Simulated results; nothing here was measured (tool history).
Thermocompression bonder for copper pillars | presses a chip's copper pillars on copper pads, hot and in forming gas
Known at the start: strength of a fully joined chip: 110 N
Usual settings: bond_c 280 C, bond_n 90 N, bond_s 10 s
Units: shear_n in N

Run 1, hour 0: usual settings. Result: shear_n 81.4 N.
Run 2, hour 7: usual settings. Result: shear_n 81.3 N.
Run 3, hour 15.1: usual settings but bond_s 11 s. Result: shear_n 82.9 N.
Run 4, hour 21.6: usual settings. Result: shear_n 81.3 N.
Run 5, hour 26.6: usual settings. Result: shear_n 81.1 N.
Run 6, hour 31.7: usual settings. Result: shear_n 81.4 N.
Run 7, hour 36: usual settings but bond_c 259 C. Result: shear_n 69.2 N.
Run 8, hour 42.8: usual settings but bond_c 259 C. Result: shear_n 69 N.
Run 9, hour 48: usual settings but bond_c 259 C. Result: shear_n 69.1 N.
Run 10, hour 52.7: usual settings. Result: shear_n 81.4 N.
Run 11, hour 57.7: usual settings. Result: shear_n 81.2 N.
Run 12, hour 62.9: usual settings. Result: shear_n 81.3 N.
Run 13, hour 70.4: usual settings. Result: shear_n 81 N.
Run 14, hour 76.4: usual settings. Result: shear_n 81.2 N.
Run 15, hour 83.5: usual settings but bond_n 71 N. Result: shear_n 71.7 N.
Run 16, hour 87.5: usual settings but bond_n 71 N. Result: shear_n 71.8 N.
Run 17, hour 94.7: usual settings but bond_n 135 N. Result: shear_n 94.9 N.
Run 18, hour 99.3: usual settings but bond_n 60 N. Result: shear_n 64.9 N.
Run 19, hour 105.4: usual settings but bond_n 60 N. Result: shear_n 65 N.
Run 20, hour 111.1: usual settings but bond_n 60 N. Result: shear_n 65.1 N.
Run 21, hour 115.3: usual settings but bond_n 104 N, bond_s 8 s. Result: shear_n 82.5 N.
Run 22, hour 119.8: usual settings but bond_n 104 N, bond_s 8 s. Result: shear_n 82.5 N.
Run 23, hour 127.8: usual settings but bond_n 104 N, bond_s 8 s. Result: shear_n 82.4 N.
Run 24, hour 136.1: usual settings but bond_c 284 C, bond_n 86 N, bond_s 15 s. Result: shear_n 88.8 N.
At hour 138.6: heater calibrated with a thermocouple chip.
Run 25, hour 143.3: usual settings but bond_c 284 C, bond_n 86 N, bond_s 15 s. Result: shear_n 88.6 N.
Run 26, hour 151.2: usual settings but bond_c 295 C, bond_n 86 N, bond_s 15 s. Result: shear_n 93 N.
Run 27, hour 159.7: usual settings but bond_c 295 C, bond_n 96 N, bond_s 26 s. Result: shear_n 102.1 N.
Run 28, hour 168.2: usual settings but bond_c 281 C, bond_n 96 N, bond_s 9 s. Result: shear_n 81.8 N.
Run 29, hour 172.3: usual settings but bond_c 291 C, bond_n 83 N, bond_s 14 s. Result: shear_n 89.5 N.
Run 30, hour 180.6: usual settings but bond_n 107 N. Result: shear_n 87.1 N.
At hour 185.3: heater calibrated with a thermocouple chip, once more.
Run 31, hour 190.7: usual settings but bond_c 300 C, bond_n 94 N, bond_s 28 s. Result: shear_n 102.9 N.
Run 32, hour 198.6: usual settings but bond_n 94 N, bond_s 11 s. Result: shear_n 83.5 N.
Run 33, hour 203.6: usual settings but bond_c 278 C, bond_n 65 N, bond_s 5 s. Result: shear_n 52.7 N.
Run 34, hour 211: usual settings but bond_c 278 C, bond_n 65 N, bond_s 5 s. Result: shear_n 53.1 N.
Run 35, hour 220.3: usual settings but bond_c 278 C, bond_n 65 N, bond_s 5 s. Result: shear_n 52.9 N.
Run 36, hour 225: usual settings but bond_c 291 C, bond_n 91 N, bond_s 14 s. Result: shear_n 91.6 N.
Run 37, hour 232.3: usual settings but bond_c 275 C, bond_n 116 N, bond_s 29 s. Result: shear_n 100.9 N.
Run 38, hour 237.5: usual settings but bond_n 70 N, bond_s 8 s. Result: shear_n 65.9 N.
Run 39, hour 245.8: usual settings but bond_n 70 N, bond_s 8 s. Result: shear_n 66 N.

Forecast each of these 5 alternatives for the next run:
Run A, hour 252.6: usual settings but bond_n 64 N, bond_s 17 s. Result: shear_n ?.
Run B, hour 252.6: usual settings but bond_c 293 C, bond_n 68 N, bond_s 26 s. Result: shear_n ?.
Run C, hour 252.6: usual settings but bond_c 258 C, bond_n 80 N, bond_s 8 s. Result: shear_n ?.
Run D, hour 252.6: usual settings but bond_c 271 C, bond_n 98 N. Result: shear_n ?.
Run E, hour 252.6: usual settings but bond_c 293 C, bond_s 12 s. Result: shear_n ?.

run  shear_n
  A     77.1
  B     92.6
  C     58.5
  D     78.4
  E     89.5
Without the tool's hidden state the same runs would have given:
run  shear_n
  A     77.4
  B     93.6
  C     58.4
  D     78.7
  E     90.3
